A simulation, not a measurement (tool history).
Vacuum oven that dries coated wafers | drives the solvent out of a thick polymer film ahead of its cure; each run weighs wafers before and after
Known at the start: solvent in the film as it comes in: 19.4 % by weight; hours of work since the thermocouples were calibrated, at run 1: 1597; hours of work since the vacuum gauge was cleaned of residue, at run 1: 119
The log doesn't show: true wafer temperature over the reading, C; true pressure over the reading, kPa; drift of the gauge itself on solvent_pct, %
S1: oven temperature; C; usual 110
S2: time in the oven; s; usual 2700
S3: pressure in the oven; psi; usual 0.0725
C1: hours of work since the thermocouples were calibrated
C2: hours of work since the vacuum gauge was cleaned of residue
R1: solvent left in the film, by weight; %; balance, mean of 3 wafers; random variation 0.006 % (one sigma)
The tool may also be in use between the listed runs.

{"run": 1, "hour": 0.0, "S1": 110, "S2": 2700, "S3": 0.0725, "C1": 1597, "C2": 119, "R1": 1.23}
{"run": 2, "hour": 6.6, "S1": 110, "S2": 2700, "S3": 0.0725, "C1": 1600, "C2": 122, "R1": 1.224}
{"run": 3, "hour": 20.6, "S1": 106, "S2": 2700, "S3": 0.0725, "C1": 1607, "C2": 129, "R1": 1.882}
{"hour": 36.1, "done": "oven's thermocouples calibrated"}
{"run": 4, "hour": 37.1, "S1": 106, "S2": 2700, "S3": 0.0725, "C1": 0, "C2": 136, "R1": 1.892}
{"run": 5, "hour": 50.8, "S1": 106, "S2": 2700, "S3": 0.0725, "C1": 7, "C2": 143, "R1": 1.881}
{"run": 6, "hour": 63.9, "S1": 107, "S2": 2700, "S3": 0.0725, "C1": 14, "C2": 149, "R1": 1.715}
{"run": 7, "hour": 74.2, "S1": 107, "S2": 2700, "S3": 0.0725, "C1": 19, "C2": 155, "R1": 1.696}
{"run": 8, "hour": 82.4, "S1": 107, "S2": 2700, "S3": 0.0725, "C1": 23, "C2": 159, "R1": 1.706}
{"run": 9, "hour": 96.0, "S1": 107, "S2": 2700, "S3": 0.0725, "C1": 29, "C2": 165, "R1": 1.7}
{"run": 10, "hour": 102.7, "S1": 107, "S2": 2700, "S3": 0.0725, "C1": 33, "C2": 168, "R1": 1.709}
{"run": 11, "hour": 111.1, "S1": 110, "S2": 2700, "S3": 0.0725, "C1": 37, "C2": 173, "R1": 1.232}
{"run": 12, "hour": 121.6, "S1": 110, "S2": 2700, "S3": 0.0725, "C1": 42, "C2": 178, "R1": 1.23}
{"run": 13, "hour": 129.1, "S1": 110, "S2": 3420, "S3": 0.0725, "C1": 45, "C2": 181, "R1": 0.662}
{"run": 14, "hour": 136.2, "S1": 110, "S2": 3420, "S3": 0.0725, "C1": 49, "C2": 185, "R1": 0.654}
{"run": 15, "hour": 144.5, "S1": 108, "S2": 2700, "S3": 0.0725, "C1": 53, "C2": 189, "R1": 1.518}
{"run": 16, "hour": 154.6, "S1": 106, "S2": 1560, "S3": 0.0387, "C1": 58, "C2": 194, "R1": 4.507}
{"run": 17, "hour": 165.5, "S1": 119, "S2": 4560, "S3": 0.0421, "C1": 63, "C2": 199, "R1": 0.075}
{"run": 18, "hour": 178.5, "S1": 119, "S2": 4560, "S3": 0.0421, "C1": 70, "C2": 206, "R1": 0.065}
{"run": 19, "hour": 190.3, "S1": 104, "S2": 1440, "S3": 0.1427, "C1": 75, "C2": 211, "R1": 5.647}
{"run": 20, "hour": 205.4, "S1": 104, "S2": 3480, "S3": 0.1427, "C1": 83, "C2": 219, "R1": 1.473}
{"run": 21, "hour": 212.7, "S1": 110, "S2": 1800, "S3": 0.0725, "C1": 86, "C2": 222, "R1": 2.796}
{"run": 22, "hour": 219.1, "S1": 110, "S2": 1800, "S3": 0.0725, "C1": 89, "C2": 225, "R1": 2.808}
{"run": 23, "hour": 226.1, "S1": 125, "S2": 2820, "S3": 0.075, "C1": 93, "C2": 229, "R1": 0.145}
{"run": 24, "hour": 234.6, "S1": 125, "S2": 2820, "S3": 0.075, "C1": 97, "C2": 233, "R1": 0.139}

5 ways to go on from here, each from the tool as it stands after run 24. What would each give?
{"run": "A", "hour": 243.7, "S1": 110, "S2": 2700, "S3": 0.2002, "C1": 101, "C2": 237, "R1": "?"}
{"run": "B", "hour": 243.7, "S1": 107, "S2": 2820, "S3": 0.075, "C1": 101, "C2": 237, "R1": "?"}
{"run": "C", "hour": 243.7, "S1": 107, "S2": 3900, "S3": 0.2738, "C1": 101, "C2": 237, "R1": "?"}
{"run": "D", "hour": 243.7, "S1": 102, "S2": 4320, "S3": 0.1578, "C1": 101, "C2": 237, "R1": "?"}
{"run": "E", "hour": 243.7, "S1": 110, "S2": 2700, "S3": 0.0499, "C1": 101, "C2": 237, "R1": "?"}

run=A R1=1.41
run=B R1=1.562
run=C R1=1.03
run=D R1=1.186
run=E R1=1.194
Without the tool's hidden state the same runs would have given:
run=A R1=1.41
run=B R1=1.562
run=C R1=1.03
run=D R1=1.186
run=E R1=1.194
